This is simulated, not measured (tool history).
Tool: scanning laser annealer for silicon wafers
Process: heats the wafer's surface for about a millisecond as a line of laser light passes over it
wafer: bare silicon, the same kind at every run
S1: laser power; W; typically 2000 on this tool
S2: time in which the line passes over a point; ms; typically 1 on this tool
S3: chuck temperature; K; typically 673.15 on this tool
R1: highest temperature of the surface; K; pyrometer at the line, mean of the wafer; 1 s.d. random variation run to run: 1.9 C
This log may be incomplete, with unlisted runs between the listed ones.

| run | hour | S1 | S2 | S3 | R1 |
|---|---|---|---|---|---|
| 1 | 0 | 2000 | 1 | 673.15 | 1409.15 |
| 2 | 25.8 | 2000 | 1 | 673.15 | 1419.15 |
| 3 | 61 | 2000 | 1 | 673.15 | 1415.15 |
| 4 | 96.9 | 2000 | 1 | 673.15 | 1415.15 |
| 5 | 123.8 | 2000 | 0.89 | 673.15 | 1368.15 |
| 6 | 145.5 | 2000 | 0.89 | 673.15 | 1366.15 |
| 7 | 181 | 2000 | 1 | 711.15 | 1449.15 |
| 8 | 202.7 | 2000 | 1 | 711.15 | 1451.15 |
| 9 | 223.6 | 2000 | 1 | 673.15 | 1416.15 |
| 10 | 263.2 | 2000 | 1 | 673.15 | 1411.15 |
| 11 | 284 | 2000 | 1 | 640.15 | 1377.15 |
| 12 | 305.2 | 2000 | 0.84 | 673.15 | 1340.15 |
| 13 | 329.2 | 2000 | 1 | 696.15 | 1432.15 |
| 14 | 367 | 2000 | 1 | 696.15 | 1429.15 |
| 15 | 399.9 | 2000 | 1 | 673.15 | 1409.15 |
| 16 | 425.5 | 2000 | 1 | 673.15 | 1404.15 |
| 17 | 458.1 | 2000 | 1 | 708.15 | 1442.15 |
| 18 | 493.6 | 1733 | 1 | 708.15 | 1323.15 |
| 19 | 520.2 | 2000 | 1 | 689.15 | 1418.15 |
| 20 | 559.7 | 2000 | 1.22 | 673.15 | 1486.15 |
| 21 | 585.8 | 1918 | 0.71 | 693.15 | 1263.15 |
| 22 | 614.9 | 1825 | 1.13 | 673.15 | 1372.15 |
| 23 | 652 | 1825 | 1.2 | 636.15 | 1357.15 |
| 24 | 687.8 | 2157 | 1.16 | 652.15 | 1516.15 |
| 25 | 713.7 | 2097 | 1.12 | 652.15 | 1472.15 |
| 26 | 739.2 | 1756 | 1.19 | 665.15 | 1348.15 |
| 27 | 760.6 | 1841 | 1.19 | 650.15 | 1373.15 |
| 28 | 786 | 1841 | 1.19 | 650.15 | 1371.15 |
| 29 | 809.3 | 1841 | 1.17 | 650.15 | 1366.15 |
| 30 | 848.7 | 1841 | 1.17 | 650.15 | 1363.15 |
| 31 | 887.9 | 1874 | 1.09 | 656.15 | 1356.15 |
| 32 | 913 | 1874 | 1.09 | 656.15 | 1357.15 |
| 33 | 930.1 | 1874 | 0.95 | 647.15 | 1293.15 |
| 34 | 965 | 1854 | 1.21 | 644.15 | 1377.15 |
| 35 | 989.1 | 1768 | 0.78 | 644.15 | 1181.15 |
| 36 | 1022.9 | 2000 | 1.11 | 645.15 | 1403.15 |
| 37 | 1039.9 | 2000 | 0.9 | 646.15 | 1321.15 |
| 38 | 1060.3 | 1962 | 1 | 673.15 | 1373.15 |
| 39 | 1097.7 | 1962 | 1 | 673.15 | 1369.15 |
| 40 | 1116.5 | 2026 | 1 | 662.15 | 1388.15 |

Put back what was entered between runs (3 entries, withheld): which listed runs does each sit between, and how does the hidden state differ from the listed run before to the listed run after?
From run 1 to run 2: optics aligned, line set to its width (hour 21.2)
  light that passes the window, % of a clean one's: 99.26 -> 99.2; width of the line over the set one, %: 2 -> 0.03
  what was measured, less what the result would be without the hidden state, R1: -17 -> -9 K
From run 18 to run 19: laser's power meter calibrated (hour 500.1)
  light that passes the window, % of a clean one's: 97.78 -> 97.7; laser's true power over the reading, %: -0.21 -> -0.28; width of the line over the set one, %: 0.26 -> 0.27
  what was measured, less what the result would be without the hidden state, R1: -20 -> -24 K
From run 23 to run 24: laser's power meter calibrated, once more (hour 686.2)
  light that passes the window, % of a clean one's: 97.34 -> 97.24; laser's true power over the reading, %: -0.3 -> -0.09; width of the line over the set one, %: 0.34 -> 0.36
  what was measured, less what the result would be without the hidden state, R1: -28 -> -33 K
